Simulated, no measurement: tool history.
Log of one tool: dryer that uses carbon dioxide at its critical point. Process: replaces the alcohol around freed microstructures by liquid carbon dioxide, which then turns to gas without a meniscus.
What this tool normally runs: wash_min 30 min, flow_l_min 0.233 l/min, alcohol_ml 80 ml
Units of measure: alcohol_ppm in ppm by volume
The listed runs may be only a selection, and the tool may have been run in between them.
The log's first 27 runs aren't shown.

run,hour,wash_min,flow_l_min,alcohol_ml,hours of work since the filter was changed,hours of work since the purifier's bed was changed,alcohol_ppm
28,702.6,18,0.181,96,156,567,10260
29,732.8,24,0.289,21,175,585,353
30,753.9,43,0.161,80,188,598,879
31,785.9,43,0.161,31,208,618,462
32,815.9,43,0.161,31,226,637,491
33,839.4,43,0.161,31,241,651,480
34,860.4,30,0.155,53,254,664,2545
35,893.9,23,0.155,105,274,685,9647
36,918.3,23,0.155,67,289,700,6561
# hour 929.6: inlet filter changed
37,956.2,22,0.233,57,16,723,1706
38,986.3,24,0.262,57,35,741,852
39,1002.5,24,0.262,57,45,751,939
40,1034.1,24,0.262,57,65,771,910
41,1050.7,24,0.262,57,75,781,934
42,1078.9,24,0.179,57,92,798,3053
43,1100.0,34,0.175,26,105,811,645
44,1120.0,34,0.175,26,117,824,646

Branching from run 44: 3 alternative next runs. What would each branch give?
A,1136.0,21,0.177,62,127,834,?
B,1136.0,30,0.233,30,127,834,?
C,1136.0,26,0.233,96,127,834,?

run,alcohol_ppm
A,4975
B,456
C,1692
With no hidden state in the tool, these same runs would have given:
run,alcohol_ppm
A,4393
B,204
C,1292

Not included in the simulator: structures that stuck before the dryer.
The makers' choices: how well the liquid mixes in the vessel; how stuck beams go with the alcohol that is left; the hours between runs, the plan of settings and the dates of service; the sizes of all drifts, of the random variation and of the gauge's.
